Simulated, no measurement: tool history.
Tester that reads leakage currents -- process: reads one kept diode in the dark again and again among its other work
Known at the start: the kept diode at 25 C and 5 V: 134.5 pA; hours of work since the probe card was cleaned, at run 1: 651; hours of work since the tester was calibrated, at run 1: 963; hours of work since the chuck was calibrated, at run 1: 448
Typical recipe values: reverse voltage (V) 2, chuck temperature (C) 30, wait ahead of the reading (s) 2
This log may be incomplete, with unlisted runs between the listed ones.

run	hour	reverse voltage (V)	chuck temperature (C)	wait ahead of the reading (s)	hours of work since the probe card was cleaned	hours of work since the tester was calibrated	hours of work since the chuck was calibrated	current that the tester gives (pA)
1	0	2	30	2	651	963	448	131.22
2	93.1	2	30	2	699	1011	497	130.45
3	172.7	2	45	2	740	1053	538	444.8
4	245.7	2	45	2	778	1091	576	444.3
5	334.1	2	27	2	824	1136	622	100.07
6	434.9	2	27	2	876	1189	674	99.63
7	502.8	2	27	2	912	1224	710	99.26
8	570.2	2	27	2	947	1259	745	98.85
9	670.5	2	27	2	999	1311	797	98.22
10	726.6	2.44	30	2	1028	1340	826	140.33
11	807.3	2	30	2	1070	1382	868	127.57
12	896	2	30	2	1116	1428	914	126.18
13	1006.4	2	30	1.27	1173	1486	971	125.62
14	1113.3	2	30	1.27	1229	1541	1027	125.32
15	1192.7	3.82	30	2	1270	1582	1068	172.42
16	1277.1	11.59	33	0.57	1314	1626	1112	389.81
17	1368.1	9.65	33	6.74	1361	1673	1159	348.69
18	1417.2	9.65	33	0.39	1387	1699	1184	354.26
# hour 1467.5: chuck's temperature calibrated
19	1498	9.65	33	0.39	1428	1740	16	378.84
20	1545.6	4.91	59	1.44	1452	1765	41	2006.4
21	1653	1.53	22	2	1508	1820	96	57.76
22	1722.5	1.53	26	4.63	1544	1857	132	81.92
23	1793.9	18.12	22	2	1581	1894	170	206.1
24	1895.2	18.12	22	2	1634	1946	222	205.57
25	1999.2	2	30	5.73	1688	2000	276	131.37
26	2076.7	11.59	30	0.47	1728	2040	316	321.43
27	2188	2.44	30	0.47	1786	2098	374	144.21
28	2271.9	7.73	57	1.72	1830	2142	418	2119.09
29	2320.2	1.3	30	0.64	1855	2167	443	104.26

Alternative continuations, all from the tool just after run 29; predict every row:
A	2432.7	11.13	30	1.04	1913	2225	501	?
B	2432.7	2	36	2	1913	2225	501	?
C	2432.7	1.37	48	1.27	1913	2225	501	?
D	2432.7	1.3	24	0.47	1913	2225	501	?
E	2432.7	1.89	28	2.88	1913	2225	501	?

run	current that the tester gives (pA)
A	307.33
B	211.25
C	456.34
D	62.4
E	105.28
The same runs, with their run-to-run variation unchanged, on a tool lacking any hidden condition would have given:
run	current that the tester gives (pA)
A	312.1
B	220.6
C	478.24
D	64.57
E	109.21
